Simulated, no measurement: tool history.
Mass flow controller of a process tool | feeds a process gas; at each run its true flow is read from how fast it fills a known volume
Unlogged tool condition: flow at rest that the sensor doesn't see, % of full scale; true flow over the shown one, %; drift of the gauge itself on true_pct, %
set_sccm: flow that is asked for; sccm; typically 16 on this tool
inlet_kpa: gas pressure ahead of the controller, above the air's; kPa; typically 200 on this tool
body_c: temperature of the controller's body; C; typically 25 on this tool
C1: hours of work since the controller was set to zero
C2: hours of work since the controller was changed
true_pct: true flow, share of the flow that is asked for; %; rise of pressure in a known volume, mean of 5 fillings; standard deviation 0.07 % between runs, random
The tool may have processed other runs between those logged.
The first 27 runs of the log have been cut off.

Run 28, day 475.708: usual settings but inlet_kpa 229 kPa; C1 462; C2 3174. Result: true_pct 98.40 %.
Run 29, day 490.442: usual settings but set_sccm 18 sccm, inlet_kpa 194 kPa, body_c 30 C; C1 578; C2 3291. Result: true_pct 99.18 %.
Run 30, day 502.133: usual settings but set_sccm 18 sccm, inlet_kpa 194 kPa, body_c 30 C; C1 670; C2 3383. Result: true_pct 99.32 %.
Run 31, day 520.404: usual settings but set_sccm 4 sccm, inlet_kpa 274 kPa; C1 814; C2 3527. Result: true_pct 96.09 %.
Run 32, day 533.538: usual settings but set_sccm 20 sccm, inlet_kpa 274 kPa, body_c 30 C; C1 918; C2 3630. Result: true_pct 99.55 %.
Run 33, day 549.462: usual settings but set_sccm 3 sccm, inlet_kpa 154 kPa; C1 1043; C2 3756. Result: true_pct 95.84 %.
Run 34, day 571.092: usual settings but body_c 38 C; C1 1214; C2 3926. Result: true_pct 99.65 %.
Run 35, day 582.896: usual settings but body_c 38 C; C1 1307; C2 4019. Result: true_pct 99.50 %.
Run 36, day 602.412: usual settings but body_c 38 C; C1 1460; C2 4173. Result: true_pct 99.38 %.
Run 37, day 613.933: usual settings but set_sccm 4 sccm, body_c 24 C; C1 1551; C2 4264. Result: true_pct 95.51 %.
Run 38, day 625.375: usual settings but set_sccm 8 sccm, inlet_kpa 169 kPa, body_c 23 C; C1 1641; C2 4354. Result: true_pct 96.28 %.
Run 39, day 635.304: usual settings but set_sccm 4 sccm, inlet_kpa 225 kPa; C1 1720; C2 4432. Result: true_pct 95.65 %.
Run 40, day 655.008: usual settings but set_sccm 4 sccm, inlet_kpa 225 kPa, body_c 27 C; C1 1875; C2 4588. Result: true_pct 95.64 %.
Run 41, day 672.108: usual settings but set_sccm 4 sccm, inlet_kpa 225 kPa, body_c 27 C; C1 2010; C2 4722. Result: true_pct 95.67 %.
Run 42, day 682.192: usual settings but set_sccm 10 sccm, inlet_kpa 279 kPa, body_c 22 C; C1 2089; C2 4802. Result: true_pct 96.40 %.

Alternative continuations, all from the tool just after run 42; predict every row:
Run A, day 702.171: usual settings but inlet_kpa 148 kPa, body_c 32 C; C1 2247; C2 4959. Result: true_pct ?.
Run B, day 702.171: usual settings but set_sccm 9 sccm, inlet_kpa 151 kPa, body_c 24 C; C1 2247; C2 4959. Result: true_pct ?.
Run C, day 702.171: usual settings but set_sccm 11 sccm; C1 2247; C2 4959. Result: true_pct ?.
Run D, day 702.171: usual settings but set_sccm 2 sccm; C1 2247; C2 4959. Result: true_pct ?.
Run E, day 702.171: usual settings but set_sccm 3 sccm, inlet_kpa 163 kPa; C1 2247; C2 4959. Result: true_pct ?.

run  true_pct
  A     98.57
  B     96.33
  C     96.84
  D     94.28
  E     94.82
With no hidden state in the tool, these same runs would have given:
run  true_pct
  A    100.21
  B     98.10
  C     98.55
  D     97.05
  E     97.16
